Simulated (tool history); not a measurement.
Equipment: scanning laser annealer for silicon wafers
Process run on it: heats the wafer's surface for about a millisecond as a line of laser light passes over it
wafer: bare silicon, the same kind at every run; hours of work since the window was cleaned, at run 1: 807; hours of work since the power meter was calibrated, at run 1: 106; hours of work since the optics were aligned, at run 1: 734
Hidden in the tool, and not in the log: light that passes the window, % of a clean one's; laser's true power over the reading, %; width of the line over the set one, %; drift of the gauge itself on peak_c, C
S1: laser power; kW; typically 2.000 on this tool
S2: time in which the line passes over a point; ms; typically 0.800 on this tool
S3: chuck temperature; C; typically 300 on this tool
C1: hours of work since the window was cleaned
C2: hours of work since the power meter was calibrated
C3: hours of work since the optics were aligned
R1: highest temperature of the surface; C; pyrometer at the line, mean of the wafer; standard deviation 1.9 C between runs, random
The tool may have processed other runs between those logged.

run 1 hour=0.0 | S1=2.000 S2=0.800 S3=300 | C1=807 C2=106 C3=734 | R1=1123
run 2 hour=13.6 | S1=2.000 S2=0.800 S3=300 | C1=815 C2=113 C3=742 | R1=1123
run 3 hour=33.4 | S1=2.000 S2=0.619 S3=300 | C1=826 C2=124 C3=753 | R1=1023
run 4 hour=52.2 | S1=2.000 S2=0.982 S3=300 | C1=836 C2=135 C3=763 | R1=1215
-- hour=58.5 window over the wafer cleaned
run 5 hour=68.8 | S1=2.000 S2=0.982 S3=300 | C1=6 C2=143 C3=771 | R1=1216
run 6 hour=93.1 | S1=2.000 S2=0.800 S3=330 | C1=19 C2=157 C3=785 | R1=1155
run 7 hour=118.6 | S1=2.000 S2=0.857 S3=300 | C1=34 C2=171 C3=799 | R1=1155
run 8 hour=146.9 | S1=2.000 S2=0.857 S3=300 | C1=50 C2=187 C3=815 | R1=1154
run 9 hour=178.0 | S1=2.000 S2=0.800 S3=300 | C1=67 C2=204 C3=833 | R1=1127
run 10 hour=195.5 | S1=2.000 S2=0.800 S3=300 | C1=77 C2=214 C3=842 | R1=1125
run 11 hour=214.5 | S1=1.946 S2=0.575 S3=270 | C1=87 C2=225 C3=853 | R1=943
run 12 hour=239.0 | S1=2.157 S2=0.726 S3=326 | C1=101 C2=239 C3=867 | R1=1182
run 13 hour=266.9 | S1=2.157 S2=0.726 S3=326 | C1=117 C2=254 C3=882 | R1=1183
run 14 hour=282.6 | S1=2.141 S2=0.800 S3=286 | C1=126 C2=263 C3=891 | R1=1177
run 15 hour=312.9 | S1=2.141 S2=0.800 S3=286 | C1=143 C2=280 C3=908 | R1=1177
run 16 hour=342.9 | S1=2.141 S2=0.800 S3=286 | C1=159 C2=297 C3=925 | R1=1179
run 17 hour=362.4 | S1=2.000 S2=0.800 S3=261 | C1=170 C2=308 C3=936 | R1=1084
run 18 hour=379.9 | S1=1.929 S2=0.852 S3=281 | C1=180 C2=317 C3=946 | R1=1095

Alternative continuations, all from the tool just after run 18; predict every row:
run A hour=395.0 | S1=1.929 S2=0.852 S3=326 | C1=189 C2=326 C3=954 | R1=?
run B hour=395.0 | S1=1.929 S2=0.643 S3=322 | C1=189 C2=326 C3=954 | R1=?
run C hour=395.0 | S1=2.075 S2=0.744 S3=297 | C1=189 C2=326 C3=954 | R1=?
run D hour=395.0 | S1=2.000 S2=0.800 S3=306 | C1=189 C2=326 C3=954 | R1=?
run E hour=395.0 | S1=1.929 S2=0.917 S3=272 | C1=189 C2=326 C3=954 | R1=?

run=A R1=1139
run=B R1=1029
run=C R1=1128
run=D R1=1135
run=E R1=1119
Had the tool no hidden state, the same runs would have come out as:
run=A R1=1140
run=B R1=1029
run=C R1=1128
run=D R1=1135
run=E R1=1119
